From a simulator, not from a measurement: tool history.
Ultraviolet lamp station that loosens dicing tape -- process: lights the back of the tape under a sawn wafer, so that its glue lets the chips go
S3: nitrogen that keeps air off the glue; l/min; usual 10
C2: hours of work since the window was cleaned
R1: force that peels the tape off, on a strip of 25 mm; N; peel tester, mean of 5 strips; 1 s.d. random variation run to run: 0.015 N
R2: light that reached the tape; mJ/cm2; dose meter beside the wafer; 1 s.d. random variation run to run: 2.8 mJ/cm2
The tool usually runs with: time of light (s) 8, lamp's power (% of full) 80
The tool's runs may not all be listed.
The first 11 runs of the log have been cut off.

{"run": 12, "hour": 471.3, "time of light (s)": 16, "lamp's power (% of full)": 80, "S3": 10, "hours of work of the lamp": 1010, "C2": 108, "R1": 0.143, "R2": 810}
{"run": 13, "hour": 531.8, "time of light (s)": 8, "lamp's power (% of full)": 98, "S3": 10, "hours of work of the lamp": 1058, "C2": 156, "R1": 0.405, "R2": 492}
{"run": 14, "hour": 560.8, "time of light (s)": 8, "lamp's power (% of full)": 80, "S3": 10, "hours of work of the lamp": 1080, "C2": 179, "R1": 0.712, "R2": 404}
{"run": 15, "hour": 601.8, "time of light (s)": 8, "lamp's power (% of full)": 80, "S3": 10, "hours of work of the lamp": 1113, "C2": 211, "R1": 0.686, "R2": 401}
{"run": 16, "hour": 651.1, "time of light (s)": 8, "lamp's power (% of full)": 80, "S3": 10, "hours of work of the lamp": 1151, "C2": 250, "R1": 0.692, "R2": 406}
{"run": 17, "hour": 708.5, "time of light (s)": 8, "lamp's power (% of full)": 80, "S3": 10, "hours of work of the lamp": 1196, "C2": 295, "R1": 0.696, "R2": 405}
{"hour": 743.0, "done": "lamp changed"}
{"run": 18, "hour": 752.8, "time of light (s)": 16, "lamp's power (% of full)": 80, "S3": 3, "hours of work of the lamp": 8, "C2": 329, "R1": 0.292, "R2": 805}
{"run": 19, "hour": 812.7, "time of light (s)": 10, "lamp's power (% of full)": 80, "S3": 18, "hours of work of the lamp": 55, "C2": 376, "R1": 0.259, "R2": 502}
{"run": 20, "hour": 856.2, "time of light (s)": 10, "lamp's power (% of full)": 80, "S3": 18, "hours of work of the lamp": 89, "C2": 410, "R1": 0.284, "R2": 501}

Run 21 is up next; what results do you expect?
{"run": 21, "hour": 914.2, "time of light (s)": 14, "lamp's power (% of full)": 70, "S3": 18, "hours of work of the lamp": 135, "C2": 456, "R1": "?", "R2": "?"}

R1: 0.171 N
R2: 615 mJ/cm2
On a tool with no hidden condition, and with the same random variation, this run would have come out at R1 0.171 N, R2 616 mJ/cm2.
